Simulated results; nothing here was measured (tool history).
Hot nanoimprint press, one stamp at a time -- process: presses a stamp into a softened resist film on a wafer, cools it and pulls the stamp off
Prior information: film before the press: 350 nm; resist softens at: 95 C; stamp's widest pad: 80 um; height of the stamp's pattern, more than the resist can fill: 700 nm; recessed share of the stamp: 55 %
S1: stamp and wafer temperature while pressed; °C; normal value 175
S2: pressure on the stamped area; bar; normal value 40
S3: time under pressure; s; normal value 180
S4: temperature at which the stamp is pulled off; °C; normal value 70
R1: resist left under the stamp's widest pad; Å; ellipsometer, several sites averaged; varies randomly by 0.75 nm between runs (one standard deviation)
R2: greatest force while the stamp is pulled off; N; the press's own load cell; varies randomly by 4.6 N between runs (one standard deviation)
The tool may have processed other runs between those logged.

run    day   S1    S2   S3  S4    R1   R2
  1      0  175    40  180  70  1886  227
  2  0.304  175    40  180  70  1892  223
  3  0.633  175    40  107  70  2197  221
  4  1.083  175    40  107  70  2201  226
  5  1.388  175    40  107  70  2199  222
     2.096  -- stamp cleaned and given a new release coat
  6  2.104  168    40  107  70  2543  223
  7  2.633  172    40  107  70  2343  225
  8  3.029  172    40  107  70  2350  233
  9  3.433  172    40  107  74  2345  215
 10  3.888  175  47.8  180  69  1732  222
 11  4.367  180  61.8  255  69  1167  226
 12  4.721  180  61.8  255  69  1171  232
 13  5.017  177  61.8  255  73  1262  221
 14  5.496  179    40  100  70  2045  222

Alternative continuations, all from the tool just after run 14; predict every row:
  A  6.062  179  40.6  100  56   ?   ?
  B  6.062  179  46.2  192  70   ?   ?
  C  6.062  182    40  180  70   ?   ?
  D  6.062  182  38.7  204  70   ?   ?
  E  6.062  182    40  218  70   ?   ?

run    R1   R2
  A  2037  238
  B  1561  230
  C  1593  227
  D  1559  229
  E  1490  229
Without the tool's unlogged condition, the same runs would have read:
run    R1   R2
  A  2036  238
  B  1561  229
  C  1593  227
  D  1559  229
  E  1490  228

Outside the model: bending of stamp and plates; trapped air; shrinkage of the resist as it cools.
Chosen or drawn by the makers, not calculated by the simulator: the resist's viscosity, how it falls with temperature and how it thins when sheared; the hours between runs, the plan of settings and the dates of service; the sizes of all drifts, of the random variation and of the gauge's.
